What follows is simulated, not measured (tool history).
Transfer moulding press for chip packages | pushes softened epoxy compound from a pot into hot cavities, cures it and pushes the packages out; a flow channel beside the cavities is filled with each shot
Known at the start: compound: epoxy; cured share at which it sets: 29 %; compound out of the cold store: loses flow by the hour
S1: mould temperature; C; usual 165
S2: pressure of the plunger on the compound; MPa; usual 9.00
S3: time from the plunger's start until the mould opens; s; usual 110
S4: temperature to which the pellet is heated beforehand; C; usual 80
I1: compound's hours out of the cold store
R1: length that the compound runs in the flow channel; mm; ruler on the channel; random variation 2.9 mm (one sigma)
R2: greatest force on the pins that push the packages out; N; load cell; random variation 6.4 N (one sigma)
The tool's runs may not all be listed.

run 1 day=0.000 | S1=165 S2=9.00 S3=110 S4=80 | I1=17.5 | R1=515 R2=260
run 2 day=2.075 | S1=165 S2=9.00 S3=110 S4=80 | I1=15.3 | R1=521 R2=249
run 3 day=4.912 | S1=165 S2=9.00 S3=110 S4=80 | I1=47.0 | R1=449 R2=247
run 4 day=7.983 | S1=165 S2=9.00 S3=110 S4=80 | I1=8.8 | R1=541 R2=252
run 5 day=10.579 | S1=165 S2=9.00 S3=110 S4=80 | I1=46.8 | R1=447 R2=250
run 6 day=12.967 | S1=165 S2=9.00 S3=110 S4=80 | I1=12.9 | R1=524 R2=252
run 7 day=14.629 | S1=165 S2=8.25 S3=110 S4=80 | I1=11.9 | R1=511 R2=250
run 8 day=16.912 | S1=165 S2=8.25 S3=110 S4=80 | I1=39.3 | R1=443 R2=249
run 9 day=18.583 | S1=165 S2=6.97 S3=110 S4=80 | I1=22.1 | R1=444 R2=250
run 10 day=19.875 | S1=165 S2=6.97 S3=110 S4=80 | I1=36.2 | R1=415 R2=245
run 11 day=21.412 | S1=165 S2=6.97 S3=110 S4=80 | I1=9.3 | R1=474 R2=248
run 12 day=23.846 | S1=165 S2=9.00 S3=110 S4=80 | I1=46.6 | R1=452 R2=246
run 13 day=26.479 | S1=165 S2=9.00 S3=110 S4=80 | I1=44.4 | R1=455 R2=241
run 14 day=29.246 | S1=165 S2=9.00 S3=110 S4=80 | I1=25.6 | R1=498 R2=256
run 15 day=30.962 | S1=165 S2=9.00 S3=110 S4=80 | I1=18.6 | R1=512 R2=272
run 16 day=32.717 | S1=165 S2=9.00 S3=110 S4=80 | I1=44.6 | R1=453 R2=252
run 17 day=35.800 | S1=165 S2=9.00 S3=110 S4=80 | I1=45.0 | R1=453 R2=239
run 18 day=37.779 | S1=165 S2=9.00 S3=110 S4=80 | I1=12.4 | R1=526 R2=256
run 19 day=39.038 | S1=158 S2=7.32 S3=110 S4=80 | I1=47.4 | R1=424 R2=367
run 20 day=41.312 | S1=165 S2=7.23 S3=133 S4=88 | I1=42.4 | R1=412 R2=214
run 21 day=42.712 | S1=165 S2=7.23 S3=133 S4=88 | I1=41.7 | R1=410 R2=228
run 22 day=45.104 | S1=165 S2=7.23 S3=133 S4=88 | I1=47.6 | R1=401 R2=222
run 23 day=47.054 | S1=165 S2=8.66 S3=110 S4=88 | I1=8.3 | R1=532 R2=261
run 24 day=50.167 | S1=165 S2=8.99 S3=92 S4=88 | I1=34.5 | R1=475 R2=311
run 25 day=52.625 | S1=165 S2=7.21 S3=110 S4=77 | I1=34.7 | R1=427 R2=264
run 26 day=54.196 | S1=168 S2=7.79 S3=110 S4=80 | I1=29.3 | R1=447 R2=238
run 27 day=56.333 | S1=168 S2=7.79 S3=110 S4=80 | I1=43.2 | R1=418 R2=235
run 28 day=59.254 | S1=168 S2=7.79 S3=124 S4=81 | I1=10.7 | R1=483 R2=223

Taken out of this log: 11 entries between the listed runs. Where each belongs, and how the hidden state differs across it:
Between runs 3 and 4: cavities cleaned with cleaning compound and waxed (day 5.325)
  pressure that reaches the compound, % of what is set: 99.91 -> 99.88; grip of the stained cavities, % over clean ones': 1.4 -> 0.9
Between runs 5 and 6: cavities cleaned with cleaning compound and waxed (day 11.371)
  pressure that reaches the compound, % of what is set: 99.85 -> 99.83; grip of the stained cavities, % over clean ones': 1.4 -> 0.6
Between runs 8 and 9: cavities cleaned with cleaning compound and waxed (day 17.396)
  pressure that reaches the compound, % of what is set: 99.79 -> 99.77; grip of the stained cavities, % over clean ones': 1.4 -> 0.5
Between runs 11 and 12: cavities cleaned with cleaning compound and waxed (day 23.446)
  pressure that reaches the compound, % of what is set: 99.75 -> 99.72; grip of the stained cavities, % over clean ones': 1.2 -> 0.2
Between runs 13 and 14: plunger's sealing rings changed (day 28.362)
  pressure that reaches the compound, % of what is set: 99.69 -> 99.99; grip of the stained cavities, % over clean ones': 1 -> 1.4
Between runs 14 and 15: cavities cleaned with cleaning compound and waxed (day 29.683)
  pressure that reaches the compound, % of what is set: 99.99 -> 99.97; grip of the stained cavities, % over clean ones': 1.4 -> 0.5
Between runs 16 and 17: cavities cleaned with cleaning compound and waxed (day 35.796)
  pressure that reaches the compound, % of what is set: 99.95 -> 99.92; grip of the stained cavities, % over clean ones': 0.9 -> 0
Between runs 20 and 21: cavities cleaned with cleaning compound and waxed (day 41.996)
  pressure that reaches the compound, % of what is set: 99.87 -> 99.85; grip of the stained cavities, % over clean ones': 1.4 -> 0.4
Between runs 23 and 24: mould's thermocouples calibrated (day 47.962); cavities cleaned with cleaning compound and waxed (day 48.292)
  true mould temperature over the reading, C: 0.01 -> 0; pressure that reaches the compound, % of what is set: 99.81 -> 99.78; grip of the stained cavities, % over clean ones': 1.3 -> 0.7
Between runs 26 and 27: cavities cleaned with cleaning compound and waxed (day 54.504)
  pressure that reaches the compound, % of what is set: 99.74 -> 99.72; grip of the stained cavities, % over clean ones': 1.4 -> 0.7
